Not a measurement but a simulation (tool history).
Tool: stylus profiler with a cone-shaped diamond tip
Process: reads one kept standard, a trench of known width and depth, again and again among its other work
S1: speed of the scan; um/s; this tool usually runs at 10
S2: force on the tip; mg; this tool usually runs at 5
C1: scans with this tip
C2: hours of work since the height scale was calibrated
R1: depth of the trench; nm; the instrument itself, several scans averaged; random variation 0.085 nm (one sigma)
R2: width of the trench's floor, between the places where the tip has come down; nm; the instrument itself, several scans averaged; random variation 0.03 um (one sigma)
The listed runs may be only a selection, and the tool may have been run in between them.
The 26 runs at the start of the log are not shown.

run 27 day=55.242 | S1=10 S2=8.82 | C1=19078 C2=1351 | R1=512.38 R2=45970
run 28 day=57.692 | S1=10 S2=8.82 | C1=19693 C2=1394 | R1=512.37 R2=45990
run 29 day=60.667 | S1=5 S2=5 | C1=20439 C2=1447 | R1=509.02 R2=45990
run 30 day=62.192 | S1=6 S2=7.92 | C1=20821 C2=1474 | R1=511.89 R2=45890
run 31 day=64.121 | S1=4 S2=5 | C1=21305 C2=1508 | R1=509.08 R2=45840
-- day=64.883 height scale calibrated on a step standard
run 32 day=66.888 | S1=7 S2=1.88 | C1=21994 C2=36 | R1=503.78 R2=45830
run 33 day=68.788 | S1=2 S2=5.31 | C1=22471 C2=69 | R1=507.8 R2=45820
run 34 day=71.646 | S1=2 S2=5.31 | C1=23188 C2=120 | R1=507.53 R2=45790
run 35 day=73.833 | S1=2 S2=5.31 | C1=23737 C2=159 | R1=507.81 R2=45790
run 36 day=77.125 | S1=31 S2=10.32 | C1=24562 C2=217 | R1=512.18 R2=45690
run 37 day=78.471 | S1=5 S2=10.95 | C1=24901 C2=241 | R1=512.71 R2=45660

Forecast each of these 4 alternatives for the next run:
run A day=80.146 | S1=7 S2=2.55 | C1=25320 C2=271 | R1=? R2=?
run B day=80.146 | S1=10 S2=5.13 | C1=25320 C2=271 | R1=? R2=?
run C day=80.146 | S1=5 S2=2.04 | C1=25320 C2=271 | R1=? R2=?
run D day=80.146 | S1=15 S2=11.16 | C1=25320 C2=271 | R1=? R2=?

run=A R1=504.95 R2=45730
run=B R1=507.62 R2=45680
run=C R1=504.16 R2=45630
run=D R1=512.75 R2=45640
Had the tool no hidden state, the same runs would have come out as:
run=A R1=504.73 R2=47400
run=B R1=507.4 R2=47350
run=C R1=503.94 R2=47300
run=D R1=512.53 R2=47320
